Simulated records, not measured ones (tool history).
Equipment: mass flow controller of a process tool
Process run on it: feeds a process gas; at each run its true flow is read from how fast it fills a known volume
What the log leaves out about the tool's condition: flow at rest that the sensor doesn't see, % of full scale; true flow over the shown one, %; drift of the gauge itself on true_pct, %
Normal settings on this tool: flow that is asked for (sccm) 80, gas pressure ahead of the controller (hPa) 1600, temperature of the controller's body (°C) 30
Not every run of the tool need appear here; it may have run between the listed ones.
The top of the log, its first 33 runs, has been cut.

run,hour,flow that is asked for (sccm),gas pressure ahead of the controller (hPa),temperature of the controller's body (°C),hours of work since the controller was set to zero,hours of work since the controller was changed,true flow (%)
34,2863.4,55,1800,28,129,3459,99.12
35,2973,55,1800,28,192,3522,99.06
36,3032.2,55,1800,28,227,3557,99.09
37,3154.5,80,1600,23,298,3628,99.1
38,3207,197,1600,30,328,3658,101.58
39,3293.1,197,1600,30,378,3708,101.51
40,3388.1,139,2360,26,433,3764,100.04
41,3441.3,80,1660,25,464,3795,99.32
42,3526.3,181,2660,30,514,3844,101.05
43,3588.7,24,2000,34,550,3880,98.86
44,3644.7,24,2000,34,583,3913,98.91
45,3727.5,24,2000,34,631,3961,98.82
46,3849.6,80,1490,30,702,4032,100.03

Run 47 has not been measured yet. What should we expect?
47,3917.9,80,2600,30,741,4072,?

Logged for run 47: true flow (%) 99.41.
Were there no unlogged condition in the tool, this run, its random variation unchanged, would have produced true flow (%) 98.47.

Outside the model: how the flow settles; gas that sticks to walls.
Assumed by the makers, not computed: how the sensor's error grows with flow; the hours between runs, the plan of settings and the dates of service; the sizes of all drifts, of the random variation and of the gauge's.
